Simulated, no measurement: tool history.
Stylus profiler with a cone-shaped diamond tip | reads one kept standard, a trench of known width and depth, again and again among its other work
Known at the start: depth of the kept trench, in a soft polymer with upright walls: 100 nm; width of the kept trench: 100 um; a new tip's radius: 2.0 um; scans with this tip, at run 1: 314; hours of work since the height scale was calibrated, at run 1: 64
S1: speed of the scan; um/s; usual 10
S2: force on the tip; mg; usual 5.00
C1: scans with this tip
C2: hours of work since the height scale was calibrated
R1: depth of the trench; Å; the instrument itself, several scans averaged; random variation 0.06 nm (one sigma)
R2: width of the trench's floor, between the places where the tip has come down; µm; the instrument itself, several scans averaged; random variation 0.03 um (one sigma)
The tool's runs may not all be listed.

run,hour,S1,S2,C1,C2,R1,R2
1,0.0,10,5.00,314,64,1026.2,98.68
2,27.7,10,5.00,383,78,1025.7,98.67
3,50.1,10,5.00,439,89,1026.2,98.65
4,79.5,10,5.00,513,104,1026.8,98.66
5,103.7,10,5.00,573,116,1025.5,98.61
6,129.4,10,5.00,638,130,1026.9,98.67
7,154.8,10,5.00,701,142,1026.4,98.59
8,170.6,10,5.00,741,150,1026.8,98.55
9,191.2,15,5.00,792,161,1027.1,98.60
10,207.2,15,5.00,832,169,1026.5,98.63
11,223.6,15,5.00,873,177,1026.4,98.63
12,247.2,10,13.69,933,189,1050.7,98.59
13,271.9,2,5.00,994,202,1027.1,98.63
14,296.8,2,5.00,1057,215,1027.6,98.59
15,311.6,20,5.00,1094,222,1026.4,98.55
16,333.3,10,4.03,1148,233,1024.2,98.59
17,348.6,10,7.45,1186,241,1035.1,98.54
18,363.7,10,7.45,1224,249,1035.2,98.53
19,388.9,10,7.45,1287,261,1035.5,98.58
20,409.9,10,7.45,1340,272,1034.4,98.58
21,424.3,10,5.00,1376,280,1026.9,98.55
22,443.4,5,6.33,1424,289,1031.9,98.52
# hour 446.5: height scale calibrated on a step standard
23,464.0,3,6.33,1474,9,1031.9,98.50
24,486.0,3,6.33,1529,20,1032.6,98.54
# hour 502.1: height scale calibrated on a step standard, once more
25,515.0,4,4.64,1600,7,1025.2,98.51
26,529.8,10,4.64,1637,14,1023.3,98.48
27,551.3,10,2.23,1691,25,1015.0,98.49
28,569.6,26,2.76,1737,34,1018.0,98.42
29,583.0,36,1.91,1770,41,1014.0,98.40
30,606.9,5,4.29,1830,53,1022.5,98.48
31,619.0,17,3.15,1861,59,1019.6,98.43
32,646.7,29,3.18,1930,73,1019.5,98.44
33,670.8,8,1.76,1990,86,1013.5,98.46
34,688.3,5,9.75,2034,95,1040.9,98.41
35,708.4,5,9.75,2084,105,1040.4,98.44
36,726.6,35,3.96,2130,114,1022.0,98.42
37,746.9,10,5.61,2181,124,1027.0,98.45
38,773.0,10,5.61,2246,138,1027.7,98.36
39,797.5,10,5.61,2307,150,1028.8,98.41
40,816.3,10,5.61,2355,160,1027.1,98.42
41,836.9,16,4.24,2406,170,1023.7,98.41
42,856.1,8,5.00,2454,180,1026.3,98.40

Forecast each of these 4 alternatives for the next run:
A,869.2,7,5.00,2487,187,?,?
B,869.2,19,4.41,2487,187,?,?
C,869.2,4,4.08,2487,187,?,?
D,869.2,6,1.89,2487,187,?,?

run,R1,R2
A,1026.9,98.38
B,1024.7,98.39
C,1024.4,98.36
D,1014.5,98.39
Without the tool's hidden state the same runs would have given:
run,R1,R2
A,1026.1,98.73
B,1023.8,98.74
C,1023.5,98.71
D,1013.7,98.74
